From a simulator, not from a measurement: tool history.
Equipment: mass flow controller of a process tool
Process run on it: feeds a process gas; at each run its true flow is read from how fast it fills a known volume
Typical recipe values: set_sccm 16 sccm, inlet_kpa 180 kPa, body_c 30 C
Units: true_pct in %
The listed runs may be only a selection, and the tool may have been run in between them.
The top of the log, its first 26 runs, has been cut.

run	hour	set_sccm	inlet_kpa	body_c	hours of work since the controller was set to zero	hours of work since the controller was changed	true_pct
27	10136.2	15	264	21	4081	4081	100.19
28	10393.9	16	180	26	4208	4208	101.31
29	10808.1	6	180	22	4412	4412	100.23
30	11157.8	2	191	37	4584	4584	101.30
31	11390.2	2	191	37	4698	4698	101.28
32	11812.9	2	191	37	4906	4906	101.46
33	12312.0	16	160	30	5152	5152	102.05
34	12570.8	16	160	30	5279	5279	102.11
35	13022.5	16	160	30	5501	5501	102.14
# hour 13204.1: controller exchanged for a calibrated one
36	13384.0	11	144	26	88	88	101.59
37	13794.1	11	167	31	290	290	101.95
38	14185.8	2	147	21	483	483	100.46
39	14443.6	2	180	39	610	610	101.92
40	14864.2	12	223	33	817	817	101.96
41	15253.4	2	263	29	1008	1008	100.68
42	15476.8	17	180	30	1118	1118	102.41

Each row is a separate what-if for the run after 42, all from the same tool condition, not one after another. Results?
# hour 15589.3: gauge calibrated
A	15880.8	16	220	30	1317	1317	?
# hour 15589.3: gauge calibrated
B	15880.8	3	255	38	1317	1317	?
# hour 15589.3: gauge calibrated
C	15880.8	9	151	32	1317	1317	?
# hour 15589.3: gauge calibrated
D	15880.8	16	212	30	1317	1317	?

run	true_pct
A	100.06
B	99.60
C	100.16
D	100.16
With no hidden state in the tool, these same runs would have given:
run	true_pct
A	100.02
B	99.55
C	100.12
D	100.12
